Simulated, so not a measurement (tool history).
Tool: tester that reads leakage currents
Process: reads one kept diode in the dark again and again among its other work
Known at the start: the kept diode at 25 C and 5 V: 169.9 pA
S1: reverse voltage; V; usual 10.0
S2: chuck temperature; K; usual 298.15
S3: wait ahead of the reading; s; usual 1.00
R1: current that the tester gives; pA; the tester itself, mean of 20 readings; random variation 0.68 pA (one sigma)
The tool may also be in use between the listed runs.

run 1 hour=0.0 | S1=10.0 S2=298.15 S3=1.00 | R1=219.30
run 2 hour=56.2 | S1=10.0 S2=298.15 S3=1.00 | R1=219.86
run 3 hour=162.4 | S1=10.0 S2=298.15 S3=8.77 | R1=215.32
run 4 hour=236.1 | S1=10.0 S2=298.15 S3=8.77 | R1=216.63
run 5 hour=302.8 | S1=10.0 S2=298.15 S3=8.77 | R1=214.94
run 6 hour=351.2 | S1=2.2 S2=332.15 S3=8.77 | R1=1354.30
run 7 hour=397.0 | S1=1.3 S2=302.15 S3=8.77 | R1=125.99
run 8 hour=474.2 | S1=5.5 S2=305.15 S3=1.00 | R1=285.92
run 9 hour=585.2 | S1=4.0 S2=298.15 S3=1.00 | R1=145.52
-- hour=646.1 chuck's temperature calibrated
run 10 hour=685.7 | S1=4.0 S2=298.15 S3=1.00 | R1=163.16

Some steps in R1 between neighbouring runs. How much of each would the tool show without its hidden state too (settings, what came in, random variation), and how much is left for the hidden state, with any gauge scatter that isn't in both results?
The hidden state here: stray current of the dirty probe card, pA a volt; current scale over the true one, %; true chuck temperature over the reading, C; drift of the gauge itself on leakage_pa, %.
Run 5 -> 6: S1 10.0 -> 2.2, S2 298.15 -> 332.15. R1 +1139.36 pA: hidden state -142.10, all else +1281.46.
Run 6 -> 7: S1 2.2 -> 1.3, S2 332.15 -> 302.15. R1 -1228.31 pA: hidden state +133.80, all else -1362.11.
